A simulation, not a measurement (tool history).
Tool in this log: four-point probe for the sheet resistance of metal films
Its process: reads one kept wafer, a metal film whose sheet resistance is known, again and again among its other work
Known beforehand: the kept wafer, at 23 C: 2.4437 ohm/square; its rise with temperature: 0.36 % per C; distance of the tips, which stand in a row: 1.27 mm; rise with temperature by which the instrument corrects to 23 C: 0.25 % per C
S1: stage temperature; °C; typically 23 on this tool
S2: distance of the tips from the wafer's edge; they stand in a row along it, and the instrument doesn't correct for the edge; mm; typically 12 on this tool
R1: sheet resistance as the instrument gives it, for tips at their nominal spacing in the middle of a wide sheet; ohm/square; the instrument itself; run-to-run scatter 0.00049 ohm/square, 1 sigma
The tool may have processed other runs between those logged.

run,hour,S1,S2,R1
1,0,23,12,2.460392
2,22,23,12,2.459479
3,56.1,23,12,2.460156
4,89.1,23,12,2.460724
5,105.9,23,12,2.459912
6,135.9,23,10,2.46582
7,168,23,10,2.465033
8,189.1,23,10,2.465354
9,228.1,23,10,2.465671
10,268.3,25,12,2.46454
11,290.3,32,40,2.469826
12,325.2,18,10,2.456342

Not shown: 2 entries that the log had between the listed runs. Between which runs, and how does the tool's hidden state differ before and after?
From run 5 to run 6: stage's thermometer calibrated (hour 109.7)
  inner tips' distance over the nominal, %: 0.166 -> 0.17; wafer's true temperature over the reading, C: -0.27 -> -0.47
  measured value less the no-hidden-state value, R1: +0.001969 -> +0.000344 ohm/square
From run 11 to run 12: stage's thermometer calibrated, once more (hour 295.1)
  inner tips' distance over the nominal, %: 0.191 -> 0.196; wafer's true temperature over the reading, C: -0.49 -> -0.03
  measured value less the no-hidden-state value, R1: +0.00084 -> +0.004961 ohm/square
